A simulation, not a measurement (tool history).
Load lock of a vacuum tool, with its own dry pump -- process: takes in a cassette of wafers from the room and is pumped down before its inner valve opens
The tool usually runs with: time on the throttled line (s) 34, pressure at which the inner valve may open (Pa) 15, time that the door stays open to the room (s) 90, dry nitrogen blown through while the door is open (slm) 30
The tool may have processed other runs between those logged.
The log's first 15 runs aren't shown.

run	hour	time on the throttled line (s)	pressure at which the inner valve may open (Pa)	time that the door stays open to the room (s)	dry nitrogen blown through while the door is open (slm)	hours that the pump has run since its overhaul	times that the door has closed on its seal	incoming humidity of the room's air, %	time from the closed door until the inner valve may open (s)	rise of the pressure with all valves shut (Pa/min)
16	2757.2	34	16	90	30	9071	44473	45.8	48.8	0.171
17	3013.1	34	15	90	30	9327	45631	44.6	49	0.169
18	3206.1	34	15	90	30	9520	46505	46	49.5	0.176
19	3453.5	34	15	90	30	9767	47624	44.3	49.7	0.183
20	3622.6	20	13	86	20	9936	48389	46.2	37.3	0.202
21	3905.5	29	23	90	5	10219	49669	41.9	44.3	0.246
22	4063.5	29	23	90	5	10377	50384	43.5	44.2	0.25
23	4197.9	29	23	90	5	10511	50992	49.2	44.6	0.267
24	4382.6	54	23	90	5	10696	51828	45.2	65.2	0.268
25	4617.9	34	15	90	35	10931	52893	44.4	49.7	0.203
26	4864.2	34	17	27	30	11178	54007	46.7	48.9	0.185
27	5133.7	30	17	57	30	11447	55226	42.3	46.1	0.211
28	5262.3	34	20	28	30	11576	55808	47.7	48.9	0.195
29	5444.4	34	14	230	26	11758	56632	44.2	50	0.264
30	5678.4	63	15	90	26	11992	57691	45.4	74.9	0.241
31	5936.8	26	30	79	26	12250	58860	44.8	41.4	0.238
32	6100.7	43	16	57	21	12414	59602	48.3	57.3	0.237
33	6235.1	25	15	103	35	12549	60210	43.5	42.3	0.239
34	6386.2	25	15	66	25	12700	60893	46.9	42.8	0.242
35	6539.3	25	21	66	8	12853	61586	44.5	41.4	0.28
36	6773.2	25	21	66	8	13087	62644	44.9	41.5	0.283
37	6950.2	28	21	41	8	13264	63445	43.3	44.4	0.269

Run 38 has not been measured yet. What should we expect?
38	7070.5	28	14	41	6	13384	63990	42.2	?	?

time from the closed door until the inner valve may open (s): 45.1
rise of the pressure with all valves shut (Pa/min): 0.283
If the tool had no hidden condition, the same run with the same run-to-run variation would have returned time from the closed door until the inner valve may open (s) 42.1, rise of the pressure with all valves shut (Pa/min) 0.065.
